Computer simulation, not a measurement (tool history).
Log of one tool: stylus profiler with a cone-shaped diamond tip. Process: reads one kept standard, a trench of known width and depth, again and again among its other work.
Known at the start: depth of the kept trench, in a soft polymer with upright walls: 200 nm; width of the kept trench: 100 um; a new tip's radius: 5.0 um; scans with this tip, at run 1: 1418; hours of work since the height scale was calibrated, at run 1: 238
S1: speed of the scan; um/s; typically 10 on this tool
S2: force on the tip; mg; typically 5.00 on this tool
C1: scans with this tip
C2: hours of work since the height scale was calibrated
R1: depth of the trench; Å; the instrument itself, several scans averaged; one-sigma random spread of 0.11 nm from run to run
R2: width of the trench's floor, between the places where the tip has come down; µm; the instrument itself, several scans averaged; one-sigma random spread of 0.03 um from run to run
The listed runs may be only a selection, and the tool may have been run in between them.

{"run": 1, "hour": 0.0, "S1": 10, "S2": 5.0, "C1": 1418, "C2": 238, "R1": 2048.6, "R2": 97.1}
{"run": 2, "hour": 11.8, "S1": 10, "S2": 5.0, "C1": 1462, "C2": 245, "R1": 2048.6, "R2": 97.14}
{"run": 3, "hour": 25.9, "S1": 10, "S2": 5.0, "C1": 1515, "C2": 254, "R1": 2046.6, "R2": 97.11}
{"run": 4, "hour": 35.4, "S1": 10, "S2": 5.0, "C1": 1550, "C2": 260, "R1": 2047.6, "R2": 97.05}
{"run": 5, "hour": 49.5, "S1": 10, "S2": 5.0, "C1": 1603, "C2": 269, "R1": 2047.8, "R2": 97.13}
{"run": 6, "hour": 59.7, "S1": 10, "S2": 5.0, "C1": 1641, "C2": 275, "R1": 2046.0, "R2": 97.15}
{"run": 7, "hour": 69.6, "S1": 10, "S2": 4.65, "C1": 1678, "C2": 281, "R1": 2046.3, "R2": 97.12}
{"run": 8, "hour": 81.3, "S1": 10, "S2": 4.65, "C1": 1722, "C2": 289, "R1": 2044.9, "R2": 97.12}
{"run": 9, "hour": 91.7, "S1": 10, "S2": 4.65, "C1": 1761, "C2": 295, "R1": 2044.9, "R2": 97.1}
{"run": 10, "hour": 104.4, "S1": 10, "S2": 4.65, "C1": 1808, "C2": 303, "R1": 2046.1, "R2": 97.11}
{"run": 11, "hour": 115.3, "S1": 10, "S2": 4.65, "C1": 1849, "C2": 310, "R1": 2045.3, "R2": 97.11}
{"run": 12, "hour": 133.1, "S1": 10, "S2": 4.65, "C1": 1916, "C2": 321, "R1": 2047.5, "R2": 97.1}
{"run": 13, "hour": 142.0, "S1": 10, "S2": 4.65, "C1": 1949, "C2": 327, "R1": 2045.7, "R2": 97.14}
{"run": 14, "hour": 154.9, "S1": 10, "S2": 4.65, "C1": 1997, "C2": 335, "R1": 2044.6, "R2": 97.1}
{"run": 15, "hour": 166.6, "S1": 10, "S2": 4.65, "C1": 2041, "C2": 342, "R1": 2044.6, "R2": 97.06}
{"hour": 168.2, "done": "height scale calibrated on a step standard"}
{"run": 16, "hour": 184.5, "S1": 10, "S2": 4.65, "C1": 2106, "C2": 10, "R1": 2046.3, "R2": 97.03}
{"run": 17, "hour": 198.0, "S1": 10, "S2": 5.0, "C1": 2157, "C2": 19, "R1": 2048.3, "R2": 97.1}
{"run": 18, "hour": 215.9, "S1": 10, "S2": 5.0, "C1": 2224, "C2": 30, "R1": 2047.4, "R2": 97.13}
{"hour": 218.4, "done": "height scale calibrated on a step standard, once more"}
{"run": 19, "hour": 230.3, "S1": 10, "S2": 5.0, "C1": 2276, "C2": 7, "R1": 2044.2, "R2": 97.09}
{"run": 20, "hour": 243.7, "S1": 10, "S2": 14.35, "C1": 2326, "C2": 16, "R1": 2092.1, "R2": 97.16}
{"run": 21, "hour": 252.6, "S1": 10, "S2": 14.35, "C1": 2359, "C2": 21, "R1": 2091.6, "R2": 97.07}
{"run": 22, "hour": 267.7, "S1": 10, "S2": 5.0, "C1": 2416, "C2": 31, "R1": 2044.4, "R2": 97.09}
{"run": 23, "hour": 280.7, "S1": 10, "S2": 5.0, "C1": 2464, "C2": 39, "R1": 2043.6, "R2": 97.1}
{"run": 24, "hour": 299.5, "S1": 8, "S2": 5.0, "C1": 2535, "C2": 51, "R1": 2044.9, "R2": 97.08}
{"run": 25, "hour": 316.2, "S1": 11, "S2": 10.55, "C1": 2597, "C2": 61, "R1": 2075.1, "R2": 97.11}
{"run": 26, "hour": 330.3, "S1": 31, "S2": 2.21, "C1": 2650, "C2": 70, "R1": 2026.4, "R2": 96.91}
{"run": 27, "hour": 338.9, "S1": 31, "S2": 2.21, "C1": 2682, "C2": 76, "R1": 2026.0, "R2": 96.96}
{"run": 28, "hour": 352.6, "S1": 4, "S2": 4.12, "C1": 2733, "C2": 84, "R1": 2039.6, "R2": 97.09}
{"run": 29, "hour": 366.8, "S1": 4, "S2": 4.12, "C1": 2786, "C2": 93, "R1": 2039.9, "R2": 97.11}
{"run": 30, "hour": 382.2, "S1": 4, "S2": 4.12, "C1": 2844, "C2": 103, "R1": 2041.0, "R2": 97.09}
{"run": 31, "hour": 390.2, "S1": 4, "S2": 4.12, "C1": 2874, "C2": 108, "R1": 2041.5, "R2": 97.1}
{"run": 32, "hour": 403.2, "S1": 5, "S2": 2.27, "C1": 2923, "C2": 116, "R1": 2025.5, "R2": 97.07}
{"run": 33, "hour": 420.7, "S1": 21, "S2": 6.68, "C1": 2988, "C2": 127, "R1": 2056.3, "R2": 97.07}
{"run": 34, "hour": 434.6, "S1": 10, "S2": 4.76, "C1": 3040, "C2": 136, "R1": 2046.1, "R2": 97.09}
{"run": 35, "hour": 446.4, "S1": 9, "S2": 4.76, "C1": 3084, "C2": 143, "R1": 2044.5, "R2": 97.07}
{"run": 36, "hour": 460.1, "S1": 4, "S2": 7.19, "C1": 3136, "C2": 152, "R1": 2058.5, "R2": 97.13}
{"run": 37, "hour": 470.1, "S1": 10, "S2": 2.72, "C1": 3173, "C2": 158, "R1": 2030.8, "R2": 97.11}
{"run": 38, "hour": 477.7, "S1": 8, "S2": 3.14, "C1": 3202, "C2": 163, "R1": 2034.9, "R2": 97.04}
{"run": 39, "hour": 490.0, "S1": 9, "S2": 4.21, "C1": 3247, "C2": 170, "R1": 2042.0, "R2": 97.03}
{"run": 40, "hour": 503.2, "S1": 28, "S2": 3.72, "C1": 3297, "C2": 179, "R1": 2038.3, "R2": 96.97}
{"run": 41, "hour": 517.4, "S1": 28, "S2": 3.72, "C1": 3350, "C2": 187, "R1": 2039.8, "R2": 96.98}
{"run": 42, "hour": 528.6, "S1": 28, "S2": 3.72, "C1": 3392, "C2": 195, "R1": 2037.5, "R2": 97.03}
{"run": 43, "hour": 539.9, "S1": 28, "S2": 3.72, "C1": 3434, "C2": 202, "R1": 2039.5, "R2": 96.96}
{"run": 44, "hour": 556.1, "S1": 5, "S2": 3.76, "C1": 3495, "C2": 212, "R1": 2036.7, "R2": 97.06}
{"run": 45, "hour": 563.9, "S1": 10, "S2": 13.14, "C1": 3524, "C2": 217, "R1": 2089.2, "R2": 97.08}
{"run": 46, "hour": 574.6, "S1": 15, "S2": 11.22, "C1": 3564, "C2": 223, "R1": 2079.9, "R2": 97.05}

Each row is a separate what-if for the run after 46, all from the same tool condition, not one after another. Results?
{"run": "A", "hour": 584.5, "S1": 15, "S2": 2.03, "C1": 3601, "C2": 230, "R1": "?", "R2": "?"}
{"run": "B", "hour": 584.5, "S1": 14, "S2": 5.0, "C1": 3601, "C2": 230, "R1": "?", "R2": "?"}
{"run": "C", "hour": 584.5, "S1": 5, "S2": 6.03, "C1": 3601, "C2": 230, "R1": "?", "R2": "?"}
{"run": "D", "hour": 584.5, "S1": 6, "S2": 6.08, "C1": 3601, "C2": 230, "R1": "?", "R2": "?"}

run=A R1=2026.5 R2=96.92
run=B R1=2046.8 R2=97.07
run=C R1=2053.3 R2=97.10
run=D R1=2053.8 R2=97.12
Stripped of hidden state, with their random variation kept, the same runs would have yielded:
run=A R1=2024.9 R2=97.04
run=B R1=2045.2 R2=97.19
run=C R1=2051.8 R2=97.22
run=D R1=2052.2 R2=97.23
